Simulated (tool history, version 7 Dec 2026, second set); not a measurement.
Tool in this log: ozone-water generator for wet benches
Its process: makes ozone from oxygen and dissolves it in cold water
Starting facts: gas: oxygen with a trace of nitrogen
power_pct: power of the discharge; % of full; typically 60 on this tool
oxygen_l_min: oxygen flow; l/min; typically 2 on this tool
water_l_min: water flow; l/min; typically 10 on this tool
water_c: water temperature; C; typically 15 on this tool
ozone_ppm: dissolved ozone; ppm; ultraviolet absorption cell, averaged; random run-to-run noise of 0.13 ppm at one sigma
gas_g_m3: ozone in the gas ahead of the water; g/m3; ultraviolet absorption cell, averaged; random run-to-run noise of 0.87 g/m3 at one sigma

run,hour,power_pct,oxygen_l_min,water_l_min,water_c,ozone_ppm,gas_g_m3
1,0,60,2,10,15,13.1,131.8
2,109.1,60,2,10,15,13,132.4
3,178.3,60,2,10,15,12.8,132.1
4,254.4,60,2,10,15,13,131.5
5,317.5,60,2,10,15,12.9,129.1
6,403.4,60,2,10,15,12.7,128.8
# hour 432.9: water thermometer calibrated
7,463.4,50,2,10,15,11,113.7
8,521.6,50,2,10,15,11.1,111.5
9,613.6,50,2,10,15,11,111.8
10,699,50,2,10,15,10.8,112.9
11,758.5,60,2,11,15,11.6,129

Below are 3 alternative next runs, each starting from the tool's condition after run 11. Predict each:
A,850.2,54,2,10,17,?,?
B,850.2,60,2,8,15,?,?
C,850.2,60,1.09,10,15,?,?

run,ozone_ppm,gas_g_m3
A,11.3,117.3
B,14.8,126.9
C,12.6,195.3
Stripped of hidden state, with their random variation kept, the same runs would have yielded:
run,ozone_ppm,gas_g_m3
A,13.3,129.1
B,17.5,141.1
C,14.9,217.1
